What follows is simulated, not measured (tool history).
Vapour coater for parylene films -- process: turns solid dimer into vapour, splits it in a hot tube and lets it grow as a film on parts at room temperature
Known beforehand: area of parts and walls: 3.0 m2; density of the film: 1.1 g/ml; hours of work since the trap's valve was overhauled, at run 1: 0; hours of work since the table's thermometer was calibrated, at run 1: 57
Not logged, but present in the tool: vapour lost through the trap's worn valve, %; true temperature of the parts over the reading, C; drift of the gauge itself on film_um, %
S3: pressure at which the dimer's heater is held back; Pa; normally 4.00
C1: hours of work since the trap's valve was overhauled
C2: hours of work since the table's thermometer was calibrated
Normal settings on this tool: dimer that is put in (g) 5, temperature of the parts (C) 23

run 1 hour=0.0 | dimer_that_is_put_in_(g)=5 temperature_of_the_parts_(C)=23 S3=4.00 | C1=0 C2=57 | thickness_of_the_film_(µm)=0.981
run 2 hour=22.6 | dimer_that_is_put_in_(g)=5 temperature_of_the_parts_(C)=23 S3=4.00 | C1=13 C2=70 | thickness_of_the_film_(µm)=0.978
run 3 hour=42.3 | dimer_that_is_put_in_(g)=5 temperature_of_the_parts_(C)=23 S3=4.00 | C1=25 C2=81 | thickness_of_the_film_(µm)=0.975
run 4 hour=71.1 | dimer_that_is_put_in_(g)=5 temperature_of_the_parts_(C)=22 S3=4.00 | C1=41 C2=98 | thickness_of_the_film_(µm)=1.008
run 5 hour=96.4 | dimer_that_is_put_in_(g)=5 temperature_of_the_parts_(C)=24 S3=4.00 | C1=56 C2=113 | thickness_of_the_film_(µm)=0.922
run 6 hour=121.3 | dimer_that_is_put_in_(g)=5 temperature_of_the_parts_(C)=23 S3=4.00 | C1=70 C2=127 | thickness_of_the_film_(µm)=0.961
run 7 hour=140.0 | dimer_that_is_put_in_(g)=5 temperature_of_the_parts_(C)=23 S3=4.00 | C1=81 C2=138 | thickness_of_the_film_(µm)=0.940
run 8 hour=164.4 | dimer_that_is_put_in_(g)=5 temperature_of_the_parts_(C)=23 S3=4.00 | C1=95 C2=152 | thickness_of_the_film_(µm)=0.949
run 9 hour=185.0 | dimer_that_is_put_in_(g)=5 temperature_of_the_parts_(C)=23 S3=4.00 | C1=107 C2=164 | thickness_of_the_film_(µm)=0.957
run 10 hour=205.1 | dimer_that_is_put_in_(g)=5 temperature_of_the_parts_(C)=23 S3=4.00 | C1=119 C2=176 | thickness_of_the_film_(µm)=0.954
run 11 hour=229.8 | dimer_that_is_put_in_(g)=5 temperature_of_the_parts_(C)=23 S3=4.00 | C1=133 C2=190 | thickness_of_the_film_(µm)=0.958
run 12 hour=243.1 | dimer_that_is_put_in_(g)=5 temperature_of_the_parts_(C)=23 S3=4.00 | C1=141 C2=198 | thickness_of_the_film_(µm)=0.951
run 13 hour=268.2 | dimer_that_is_put_in_(g)=3 temperature_of_the_parts_(C)=23 S3=4.00 | C1=156 C2=212 | thickness_of_the_film_(µm)=0.563
run 14 hour=290.6 | dimer_that_is_put_in_(g)=4 temperature_of_the_parts_(C)=23 S3=4.00 | C1=169 C2=225 | thickness_of_the_film_(µm)=0.746
run 15 hour=307.3 | dimer_that_is_put_in_(g)=4 temperature_of_the_parts_(C)=23 S3=4.00 | C1=178 C2=235 | thickness_of_the_film_(µm)=0.752
run 16 hour=324.6 | dimer_that_is_put_in_(g)=4 temperature_of_the_parts_(C)=23 S3=2.02 | C1=188 C2=245 | thickness_of_the_film_(µm)=0.828
run 17 hour=346.0 | dimer_that_is_put_in_(g)=4 temperature_of_the_parts_(C)=23 S3=2.02 | C1=201 C2=258 | thickness_of_the_film_(µm)=0.827
run 18 hour=366.2 | dimer_that_is_put_in_(g)=5 temperature_of_the_parts_(C)=29 S3=4.00 | C1=212 C2=269 | thickness_of_the_film_(µm)=0.743
run 19 hour=393.3 | dimer_that_is_put_in_(g)=3 temperature_of_the_parts_(C)=24 S3=8.37 | C1=228 C2=285 | thickness_of_the_film_(µm)=0.485
run 20 hour=409.5 | dimer_that_is_put_in_(g)=5 temperature_of_the_parts_(C)=17 S3=4.00 | C1=238 C2=294 | thickness_of_the_film_(µm)=1.184
run 21 hour=434.9 | dimer_that_is_put_in_(g)=5 temperature_of_the_parts_(C)=17 S3=4.00 | C1=252 C2=309 | thickness_of_the_film_(µm)=1.166
run 22 hour=450.0 | dimer_that_is_put_in_(g)=4 temperature_of_the_parts_(C)=17 S3=9.22 | C1=261 C2=318 | thickness_of_the_film_(µm)=0.827
-- hour=466.9 trap's valve overhauled
run 23 hour=481.3 | dimer_that_is_put_in_(g)=4 temperature_of_the_parts_(C)=17 S3=9.22 | C1=8 C2=334 | thickness_of_the_film_(µm)=0.889
run 24 hour=507.6 | dimer_that_is_put_in_(g)=3 temperature_of_the_parts_(C)=23 S3=5.02 | C1=24 C2=349 | thickness_of_the_film_(µm)=0.567
run 25 hour=524.1 | dimer_that_is_put_in_(g)=3 temperature_of_the_parts_(C)=23 S3=5.02 | C1=33 C2=359 | thickness_of_the_film_(µm)=0.581
run 26 hour=550.1 | dimer_that_is_put_in_(g)=3 temperature_of_the_parts_(C)=23 S3=8.24 | C1=48 C2=374 | thickness_of_the_film_(µm)=0.534
run 27 hour=573.5 | dimer_that_is_put_in_(g)=3 temperature_of_the_parts_(C)=23 S3=8.24 | C1=62 C2=387 | thickness_of_the_film_(µm)=0.524
run 28 hour=594.5 | dimer_that_is_put_in_(g)=3 temperature_of_the_parts_(C)=23 S3=8.24 | C1=74 C2=399 | thickness_of_the_film_(µm)=0.529
run 29 hour=614.3 | dimer_that_is_put_in_(g)=6 temperature_of_the_parts_(C)=16 S3=2.39 | C1=86 C2=411 | thickness_of_the_film_(µm)=1.651
run 30 hour=638.5 | dimer_that_is_put_in_(g)=4 temperature_of_the_parts_(C)=23 S3=4.71 | C1=100 C2=425 | thickness_of_the_film_(µm)=0.771
run 31 hour=655.7 | dimer_that_is_put_in_(g)=6 temperature_of_the_parts_(C)=23 S3=3.15 | C1=110 C2=435 | thickness_of_the_film_(µm)=1.197
run 32 hour=669.1 | dimer_that_is_put_in_(g)=6 temperature_of_the_parts_(C)=23 S3=3.15 | C1=117 C2=443 | thickness_of_the_film_(µm)=1.202
run 33 hour=682.5 | dimer_that_is_put_in_(g)=6 temperature_of_the_parts_(C)=23 S3=6.23 | C1=125 C2=450 | thickness_of_the_film_(µm)=1.092
run 34 hour=699.0 | dimer_that_is_put_in_(g)=5 temperature_of_the_parts_(C)=25 S3=4.99 | C1=135 C2=460 | thickness_of_the_film_(µm)=0.874

Hidden state at the last listed run before each entry between runs and at the first one after, where it differs:
Run 22 -> run 23: trap's valve overhauled (hour 466.9)
  vapour lost through the trap's worn valve, %: 6.8 -> 0.3; true temperature of the parts over the reading, C: -0.17 -> -0.18
  measured value less the no-hidden-state value, thickness of the film (µm): -0.055 -> +0.004
